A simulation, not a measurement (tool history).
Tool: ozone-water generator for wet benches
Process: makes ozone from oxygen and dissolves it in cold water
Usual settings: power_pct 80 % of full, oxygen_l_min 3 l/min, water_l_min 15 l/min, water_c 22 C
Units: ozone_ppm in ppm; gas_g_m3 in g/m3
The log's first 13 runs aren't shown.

run 14 hour=1770.9 | power_pct=80 oxygen_l_min=1.93 water_l_min=13 water_c=22 | ozone_ppm=16.8 gas_g_m3=258.7
run 15 hour=1950.7 | power_pct=80 oxygen_l_min=3 water_l_min=15 water_c=15 | ozone_ppm=17.4 gas_g_m3=218
run 16 hour=2040.6 | power_pct=80 oxygen_l_min=4.33 water_l_min=15 water_c=15 | ozone_ppm=18.9 gas_g_m3=184.5
run 17 hour=2156.7 | power_pct=80 oxygen_l_min=4.33 water_l_min=15 water_c=15 | ozone_ppm=18.9 gas_g_m3=185.6
run 18 hour=2307.7 | power_pct=46 oxygen_l_min=5.35 water_l_min=15 water_c=22 | ozone_ppm=12.5 gas_g_m3=123.5
run 19 hour=2394.4 | power_pct=59 oxygen_l_min=5.35 water_l_min=15 water_c=26 | ozone_ppm=13.3 gas_g_m3=143
run 20 hour=2492 | power_pct=48 oxygen_l_min=3.33 water_l_min=15 water_c=20 | ozone_ppm=12.7 gas_g_m3=154.8
run 21 hour=2650.5 | power_pct=44 oxygen_l_min=2.75 water_l_min=15 water_c=25 | ozone_ppm=11 gas_g_m3=160.4
-- hour=2665.4 contactor cleaned
run 22 hour=2757.9 | power_pct=44 oxygen_l_min=2.77 water_l_min=11 water_c=16 | ozone_ppm=14.9 gas_g_m3=160
run 23 hour=2875.6 | power_pct=44 oxygen_l_min=2.77 water_l_min=11 water_c=16 | ozone_ppm=14.7 gas_g_m3=158.5
run 24 hour=3037.9 | power_pct=46 oxygen_l_min=2.77 water_l_min=11 water_c=24 | ozone_ppm=13.2 gas_g_m3=162.8
-- hour=3073.4 contactor cleaned, once more
run 25 hour=3148.8 | power_pct=81 oxygen_l_min=4.13 water_l_min=19 water_c=19 | ozone_ppm=16 gas_g_m3=188.5
run 26 hour=3245.4 | power_pct=65 oxygen_l_min=3 water_l_min=15 water_c=17 | ozone_ppm=16.5 gas_g_m3=190.8
run 27 hour=3417.7 | power_pct=46 oxygen_l_min=3 water_l_min=15 water_c=17 | ozone_ppm=13.8 gas_g_m3=158.6
run 28 hour=3519.5 | power_pct=50 oxygen_l_min=3 water_l_min=17 water_c=27 | ozone_ppm=11.3 gas_g_m3=164.7

The next listed run, before its measurement:
run 29 hour=3601.8 | power_pct=50 oxygen_l_min=2.47 water_l_min=12 water_c=29 | ozone_ppm=? gas_g_m3=?

ozone_ppm: 13.9 ppm
gas_g_m3: 178.9 g/m3
Without the tool's hidden state the same run would have given ozone_ppm 14.6 ppm, gas_g_m3 186.8 g/m3.
